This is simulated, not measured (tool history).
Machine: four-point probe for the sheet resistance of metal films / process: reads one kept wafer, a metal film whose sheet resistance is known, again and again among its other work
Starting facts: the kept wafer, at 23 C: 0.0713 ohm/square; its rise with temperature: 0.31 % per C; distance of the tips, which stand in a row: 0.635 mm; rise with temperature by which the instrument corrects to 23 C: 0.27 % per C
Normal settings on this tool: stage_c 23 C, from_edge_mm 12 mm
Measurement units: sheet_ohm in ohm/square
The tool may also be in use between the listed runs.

Run 1, hour 0: usual settings. Result: sheet_ohm 0.071513 ohm/square.
Run 2, hour 19: usual settings. Result: sheet_ohm 0.071527 ohm/square.
Run 3, hour 39.9: usual settings. Result: sheet_ohm 0.071554 ohm/square.
Run 4, hour 51.6: usual settings but from_edge_mm 50 mm. Result: sheet_ohm 0.071458 ohm/square.
Run 5, hour 66.3: usual settings but stage_c 27 C. Result: sheet_ohm 0.071645 ohm/square.
Run 6, hour 83: usual settings but from_edge_mm 6 mm. Result: sheet_ohm 0.071842 ohm/square.
Run 7, hour 93.9: usual settings but from_edge_mm 5 mm. Result: sheet_ohm 0.072084 ohm/square.
Run 8, hour 110.6: usual settings but from_edge_mm 5 mm. Result: sheet_ohm 0.07207 ohm/square.
Run 9, hour 128.9: usual settings but from_edge_mm 5 mm. Result: sheet_ohm 0.072072 ohm/square.
Run 10, hour 145.7: usual settings. Result: sheet_ohm 0.071528 ohm/square.
Run 11, hour 155.5: usual settings. Result: sheet_ohm 0.071584 ohm/square.
Run 12, hour 175.4: usual settings. Result: sheet_ohm 0.071566 ohm/square.
Run 13, hour 195.4: usual settings. Result: sheet_ohm 0.071575 ohm/square.
Run 14, hour 208.3: usual settings. Result: sheet_ohm 0.07157 ohm/square.
At hour 209.8: stage's thermometer calibrated.
Run 15, hour 217.9: usual settings. Result: sheet_ohm 0.071568 ohm/square.
Run 16, hour 226.9: usual settings. Result: sheet_ohm 0.071558 ohm/square.
Run 17, hour 246.5: usual settings but stage_c 28 C. Result: sheet_ohm 0.071704 ohm/square.
At hour 266.3: stage's thermometer calibrated, once more.
Run 18, hour 268.1: usual settings. Result: sheet_ohm 0.071585 ohm/square.
Run 19, hour 278.1: usual settings. Result: sheet_ohm 0.0716 ohm/square.
Run 20, hour 287.2: usual settings. Result: sheet_ohm 0.071612 ohm/square.
Run 21, hour 295.9: usual settings. Result: sheet_ohm 0.071628 ohm/square.
Run 22, hour 311.3: usual settings. Result: sheet_ohm 0.07161 ohm/square.
Run 23, hour 322.1: usual settings. Result: sheet_ohm 0.071605 ohm/square.
Run 24, hour 343.1: usual settings but from_edge_mm 19 mm. Result: sheet_ohm 0.071565 ohm/square.
Run 25, hour 362: usual settings but stage_c 18 C, from_edge_mm 7 mm. Result: sheet_ohm 0.071707 ohm/square.
Run 26, hour 376.6: usual settings but stage_c 24 C, from_edge_mm 5 mm. Result: sheet_ohm 0.072141 ohm/square.
Run 27, hour 390.3: usual settings but stage_c 21 C, from_edge_mm 48 mm. Result: sheet_ohm 0.071478 ohm/square.
Run 28, hour 401.3: usual settings but from_edge_mm 5 mm. Result: sheet_ohm 0.072141 ohm/square.
Run 29, hour 419.7: usual settings but stage_c 20 C, from_edge_mm 10 mm. Result: sheet_ohm 0.07163 ohm/square.
Run 30, hour 439.8: usual settings but stage_c 29 C, from_edge_mm 33 mm. Result: sheet_ohm 0.071698 ohm/square.
Run 31, hour 456.8: usual settings but stage_c 29 C, from_edge_mm 33 mm. Result: sheet_ohm 0.071688 ohm/square.
Run 32, hour 472.1: usual settings but stage_c 19 C, from_edge_mm 5 mm. Result: sheet_ohm 0.072031 ohm/square.
Run 33, hour 481.5: usual settings but stage_c 24 C, from_edge_mm 24 mm. Result: sheet_ohm 0.071606 ohm/square.
Run 34, hour 500.5: usual settings but stage_c 24 C, from_edge_mm 25 mm. Result: sheet_ohm 0.071613 ohm/square.
Run 35, hour 511.6: usual settings but stage_c 21 C, from_edge_mm 21 mm. Result: sheet_ohm 0.071528 ohm/square.
Run 36, hour 525.4: usual settings but stage_c 28 C, from_edge_mm 14 mm. Result: sheet_ohm 0.071773 ohm/square.
Run 37, hour 536.3: usual settings but stage_c 18 C, from_edge_mm 4 mm. Result: sheet_ohm 0.072383 ohm/square.
Run 38, hour 546.8: usual settings but stage_c 24 C, from_edge_mm 23 mm. Result: sheet_ohm 0.071602 ohm/square.
Run 39, hour 561.8: usual settings but stage_c 22 C, from_edge_mm 23 mm. Result: sheet_ohm 0.071554 ohm/square.
Run 40, hour 579.4: usual settings but stage_c 18 C, from_edge_mm 22 mm. Result: sheet_ohm 0.071489 ohm/square.
Run 41, hour 596.5: usual settings but stage_c 26 C, from_edge_mm 4 mm. Result: sheet_ohm 0.072605 ohm/square.
Run 42, hour 608.4: usual settings but stage_c 26 C, from_edge_mm 4 mm. Result: sheet_ohm 0.072583 ohm/square.
Run 43, hour 627.2: usual settings but stage_c 28 C, from_edge_mm 5 mm. Result: sheet_ohm 0.072306 ohm/square.
Run 44, hour 646.8: usual settings but stage_c 28 C, from_edge_mm 5 mm. Result: sheet_ohm 0.072349 ohm/square.
Run 45, hour 664.5: usual settings. Result: sheet_ohm 0.071684 ohm/square.

3 ways to go on from here, each from the tool as it stands after run 45. What would each give?
Run A, hour 683.3: usual settings but from_edge_mm 7 mm. Result: sheet_ohm ?.
Run B, hour 683.3: usual settings but stage_c 31 C, from_edge_mm 6 mm. Result: sheet_ohm ?.
Run C, hour 683.3: usual settings but from_edge_mm 23 mm. Result: sheet_ohm ?.

run  sheet_ohm
  A   0.071894
  B   0.072225
  C   0.071622
The same runs, with their run-to-run variation unchanged, on a tool lacking any hidden condition would have given:
run  sheet_ohm
  A   0.071615
  B   0.071945
  C   0.071344

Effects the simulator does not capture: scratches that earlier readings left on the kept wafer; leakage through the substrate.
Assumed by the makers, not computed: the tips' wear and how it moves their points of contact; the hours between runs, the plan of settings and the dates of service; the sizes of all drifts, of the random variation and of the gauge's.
